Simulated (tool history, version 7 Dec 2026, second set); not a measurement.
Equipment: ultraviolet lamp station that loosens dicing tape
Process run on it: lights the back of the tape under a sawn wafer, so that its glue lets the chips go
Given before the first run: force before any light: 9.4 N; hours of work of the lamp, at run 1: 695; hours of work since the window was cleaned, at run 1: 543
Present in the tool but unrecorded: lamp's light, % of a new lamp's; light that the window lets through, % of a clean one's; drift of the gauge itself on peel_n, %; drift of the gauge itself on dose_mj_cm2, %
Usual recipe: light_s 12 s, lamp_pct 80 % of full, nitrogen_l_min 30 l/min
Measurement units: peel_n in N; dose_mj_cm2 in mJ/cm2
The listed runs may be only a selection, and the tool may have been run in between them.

run	hour	light_s	lamp_pct	nitrogen_l_min	hours of work of the lamp	hours of work since the window was cleaned	peel_n	dose_mj_cm2
1	0	12	80	30	695	543	0.943	231
2	40.8	12	80	30	726	574	0.913	233
# hour 74: window cleaned of glue's vapour
3	88.1	12	80	30	762	11	0.909	232
4	120	12	80	30	786	35	0.915	231
5	154.2	12	80	30	812	61	0.911	224
6	197	12	61	30	844	93	1.56	177
# hour 236.6: lamp changed
7	244.6	12	80	25	6	129	1.027	229
8	298.1	12	80	25	47	169	1.032	229
9	357	12	80	25	91	214	1.01	231
10	388.1	12	80	25	115	237	0.996	230
11	446.2	12	80	25	159	281	0.955	225
12	508	12	80	37	206	328	0.847	227
13	536.3	12	80	37	227	350	0.808	228
14	568.8	12	80	37	252	374	0.811	226
15	609.6	12	80	37	283	405	0.818	230
16	657.2	12	80	37	319	441	0.84	227
17	709.2	12	80	37	358	481	0.826	225
18	742.6	12	80	37	384	506	0.833	229
19	773.2	12	80	18	407	529	1.21	231
20	812.7	12	80	18	437	559	1.26	228
21	862.7	12	80	18	475	597	1.219	230
# hour 866.9: window cleaned of glue's vapour
22	890.7	12	76	9	496	18	1.992	219
23	918.8	12	76	58	517	39	0.774	218
24	949.8	12	82	13	540	63	1.381	238
25	995	23	61	13	575	97	0.673	332
26	1044.1	23	61	13	612	134	0.702	331
27	1108.6	12	97	13	661	183	1.052	276
28	1171.1	7	64	12	708	231	3.982	106
29	1216.7	11	91	29	743	265	0.837	233
30	1275.8	12	80	33	788	310	0.89	227
31	1330	10	80	9	829	351	2.261	191
32	1374.8	12	80	33	863	385	0.852	231
# hour 1389.7: lamp changed
33	1413.1	9	99	33	18	413	1.041	213
34	1460	9	99	33	53	449	0.988	214
35	1490.6	9	99	33	77	472	1.015	210
36	1545.9	9	99	33	119	514	1.022	215
37	1607.3	9	99	33	165	561	0.998	215
38	1651	18	68	14	198	594	0.884	287
# hour 1660.6: window cleaned of glue's vapour
39	1697.5	18	68	14	233	28	0.927	290
40	1757.1	21	68	30	278	73	0.385	342
41	1802.5	19	75	58	313	108	0.285	342
42	1868.2	12	80	41	362	157	0.773	232

Describe how what the log doesn't record of the tool's condition differs between the last listed run preceding each entry between runs and the first listed run following it.
Run 2 -> run 3: window cleaned of glue's vapour (hour 74)
  lamp's light, % of a new lamp's: 99.8 -> 99.7; light that the window lets through, % of a clean one's: 99.9 -> 100
Run 6 -> run 7: lamp changed (hour 236.6)
  lamp's light, % of a new lamp's: 99.7 -> 100
Run 21 -> run 22: window cleaned of glue's vapour (hour 866.9)
  light that the window lets through, % of a clean one's: 99.9 -> 100
Run 32 -> run 33: lamp changed (hour 1389.7)
  lamp's light, % of a new lamp's: 99.7 -> 100
Run 38 -> run 39: window cleaned of glue's vapour (hour 1660.6)
  light that the window lets through, % of a clean one's: 99.9 -> 100
